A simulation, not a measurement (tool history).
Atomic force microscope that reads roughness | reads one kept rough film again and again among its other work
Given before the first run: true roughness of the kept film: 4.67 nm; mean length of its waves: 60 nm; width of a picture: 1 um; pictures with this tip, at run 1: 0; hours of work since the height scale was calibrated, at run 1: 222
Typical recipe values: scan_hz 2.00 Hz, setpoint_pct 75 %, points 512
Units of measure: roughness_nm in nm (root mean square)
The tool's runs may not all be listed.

run	day	scan_hz	setpoint_pct	points	pictures with this tip	hours of work since the height scale was calibrated	roughness_nm
1	0.000	2.00	75	512	0	222	4.000
2	0.333	2.00	75	285	9	226	4.009
3	0.804	2.00	75	285	22	231	3.977
4	1.229	2.00	72	285	33	236	4.015
5	1.738	1.55	72	285	47	242	4.086
6	2.300	1.05	75	512	62	249	4.164
7	2.596	1.88	75	430	70	253	3.924
8	3.079	1.88	75	430	83	258	3.909
9	3.692	1.12	74	428	99	266	4.087
10	4.396	1.12	69	417	118	274	4.080
11	5.092	2.02	60	407	137	282	4.043
12	5.604	2.02	66	688	150	289	3.959

3 options for the next run, each taken on its own from the tool as it stands now. Forecast them:
A	6.196	0.82	75	512	166	296	?
B	6.196	0.68	71	744	166	296	?
C	6.196	3.88	75	817	166	296	?

run	roughness_nm
A	3.990
B	4.079
C	3.379
The same runs, with their run-to-run variation unchanged, on a tool lacking any hidden condition would have given:
run	roughness_nm
A	4.296
B	4.391
C	3.637
